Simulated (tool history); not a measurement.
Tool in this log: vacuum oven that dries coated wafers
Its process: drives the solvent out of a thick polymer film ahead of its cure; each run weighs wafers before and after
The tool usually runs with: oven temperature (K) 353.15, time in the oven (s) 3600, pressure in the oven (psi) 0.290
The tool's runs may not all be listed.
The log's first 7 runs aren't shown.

run,hour,oven temperature (K),time in the oven (s),pressure in the oven (psi),solvent left in the film (%)
8,496.9,353.15,3600,0.312,2.226
9,538.8,353.15,3600,0.312,2.215
10,604.1,353.15,3600,0.312,2.224
11,678.7,353.15,6120,0.290,1.112
12,728.8,353.15,5400,0.290,1.249
13,777.7,365.15,3600,0.290,0.700
14,840.8,365.15,3600,0.290,0.713
15,937.3,366.15,3600,0.290,0.658
# hour 981.6: vacuum gauge cleaned of residue and calibrated
16,1026.1,353.15,4500,0.290,1.575
17,1114.0,354.15,3300,0.667,3.265
18,1178.9,354.15,3300,0.667,3.276
19,1274.0,351.15,2760,0.522,4.362
20,1370.7,353.15,2280,0.743,5.184
21,1418.1,360.15,3600,0.290,1.091

Run 22 comes next. What will it give?
# hour 1441.8: oven's thermocouples calibrated
22,1476.2,344.15,3600,0.290,?

{"run 22": {"solvent left in the film (%)": 4.608}}
If the tool had no hidden condition, the same run with the same run-to-run variation would have returned solvent left in the film (%) 4.603.
